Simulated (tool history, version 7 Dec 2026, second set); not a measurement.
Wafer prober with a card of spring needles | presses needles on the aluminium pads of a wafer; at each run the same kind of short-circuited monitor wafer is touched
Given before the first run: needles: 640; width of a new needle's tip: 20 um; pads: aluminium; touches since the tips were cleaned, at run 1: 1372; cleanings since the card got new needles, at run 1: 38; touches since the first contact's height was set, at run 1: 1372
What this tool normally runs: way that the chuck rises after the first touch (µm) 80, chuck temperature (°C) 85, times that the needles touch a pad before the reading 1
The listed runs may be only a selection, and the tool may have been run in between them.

run	day	way that the chuck rises after the first touch (µm)	chuck temperature (°C)	times that the needles touch a pad before the reading	touches since the tips were cleaned	cleanings since the card got new needles	touches since the first contact's height was set	resistance of one needle with its contact and lead (mohm)	way that a needle slides on the pad (µm)
1	0.000	80	85	1	1372	38	1372	291	12.36
# day 0.175: tips cleaned on abrasive film
2	0.396	80	85	1	3450	39	7512	299	12.33
# day 0.454: tips cleaned on abrasive film
# day 0.717: tips cleaned on abrasive film
3	0.717	80	85	1	0	41	12478	281	12.32
# day 0.971: tips cleaned on abrasive film
4	1.088	80	33	1	1833	42	18240	274	12.23
# day 1.221: tips cleaned on abrasive film
5	1.354	80	85	1	2132	43	22376	294	12.28
# day 1.479: tips cleaned on abrasive film
6	1.696	80	34	1	3395	44	27674	283	12.29
# day 1.742: tips cleaned on abrasive film
7	1.971	80	85	1	3603	45	31970	297	12.32
# day 2.004: tips cleaned on abrasive film
8	2.229	80	85	1	3517	46	35928	294	12.24
# day 2.262: tips cleaned on abrasive film
# day 2.538: tips cleaned on abrasive film
9	2.562	80	85	1	403	48	41107	284	12.24
# day 2.800: tips cleaned on abrasive film
10	2.958	67	85	1	2535	49	47267	301	10.20
# day 3.058: tips cleaned on abrasive film
11	3.142	67	85	1	1316	50	50081	297	10.13
# day 3.317: tips cleaned on abrasive film
12	3.500	80	120	1	2839	51	55628	307	12.19
# day 3.588: tips cleaned on abrasive film
# day 3.833: tips cleaned on abrasive film
13	3.833	80	120	1	0	53	60771	300	12.12
# day 4.108: tips cleaned on abrasive film
14	4.196	63	27	1	1370	54	66380	286	9.59
# day 4.362: tips cleaned on abrasive film
# day 4.612: tips cleaned on abrasive film
15	4.612	63	27	1	0	56	72810	275	9.53
# day 4.879: tips cleaned on abrasive film
16	5.012	80	85	1	2125	57	79096	296	12.08

What will run 17 give?
# day 5.133: tips cleaned on abrasive film
# day 5.379: tips cleaned on abrasive film
17	5.379	62	85	1	0	59	84743	?	?

Run 17 produced resistance of one needle with its contact and lead (mohm) 290, way that a needle slides on the pad (µm) 9.25.
With the hidden condition absent and the run-to-run variation left alone, this run would have shown resistance of one needle with its contact and lead (mohm) 286, way that a needle slides on the pad (µm) 9.48.

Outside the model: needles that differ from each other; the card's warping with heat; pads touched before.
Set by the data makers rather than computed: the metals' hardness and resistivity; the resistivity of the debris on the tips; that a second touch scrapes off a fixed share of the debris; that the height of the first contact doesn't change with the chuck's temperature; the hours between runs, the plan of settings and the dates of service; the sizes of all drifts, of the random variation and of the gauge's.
